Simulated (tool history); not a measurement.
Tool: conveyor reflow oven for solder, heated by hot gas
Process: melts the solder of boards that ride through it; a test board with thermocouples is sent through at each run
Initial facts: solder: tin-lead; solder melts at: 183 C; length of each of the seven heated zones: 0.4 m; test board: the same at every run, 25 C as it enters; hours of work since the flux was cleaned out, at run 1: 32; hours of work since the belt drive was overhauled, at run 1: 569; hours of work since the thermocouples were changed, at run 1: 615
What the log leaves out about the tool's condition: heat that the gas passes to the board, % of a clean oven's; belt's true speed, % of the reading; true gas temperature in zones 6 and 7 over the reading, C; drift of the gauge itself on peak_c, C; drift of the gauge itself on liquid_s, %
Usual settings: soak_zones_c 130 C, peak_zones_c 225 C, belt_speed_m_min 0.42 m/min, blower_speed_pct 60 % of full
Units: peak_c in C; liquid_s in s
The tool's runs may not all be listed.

run,hour,soak_zones_c,peak_zones_c,belt_speed_m_min,blower_speed_pct,hours of work since the flux was cleaned out,hours of work since the belt drive was overhauled,hours of work since the thermocouples were changed,peak_c,liquid_s
1,0,130,225,0.42,60,32,569,615,206.6,66.5
2,16,130,225,0.42,60,44,581,627,205.9,66.7
3,27.9,130,225,0.42,60,54,591,637,205.6,66
4,44.6,130,225,0.42,60,67,604,650,206,66
5,60.8,130,225,0.42,60,79,616,662,205.9,65.6
6,71.7,130,225,0.35,60,88,625,671,211.3,92.5
7,80.1,136,225,0.35,60,94,631,677,212.7,96.8
8,95.8,142,219,0.397,60,106,643,690,203.8,74.2
9,104,142,219,0.397,60,113,650,696,205.2,74.7
10,122.7,131,225,0.42,56,127,664,711,203.8,62.6
11,137.6,123,225,0.42,84,139,676,722,208.9,72.5
12,152.4,123,220,0.365,59,151,688,734,203.6,70.2
13,163.8,115,236,0.454,83,159,696,743,215.5,69.2

Run 14 comes next. What will it give?
14,176,115,234,0.454,83,169,706,752,?,?

Run 14 came out at peak_c 213.2 C, liquid_s 65.1 s.
If the tool had no hidden condition, the same run with the same run-to-run variation would have returned peak_c 216.3 C, liquid_s 68.6 s.

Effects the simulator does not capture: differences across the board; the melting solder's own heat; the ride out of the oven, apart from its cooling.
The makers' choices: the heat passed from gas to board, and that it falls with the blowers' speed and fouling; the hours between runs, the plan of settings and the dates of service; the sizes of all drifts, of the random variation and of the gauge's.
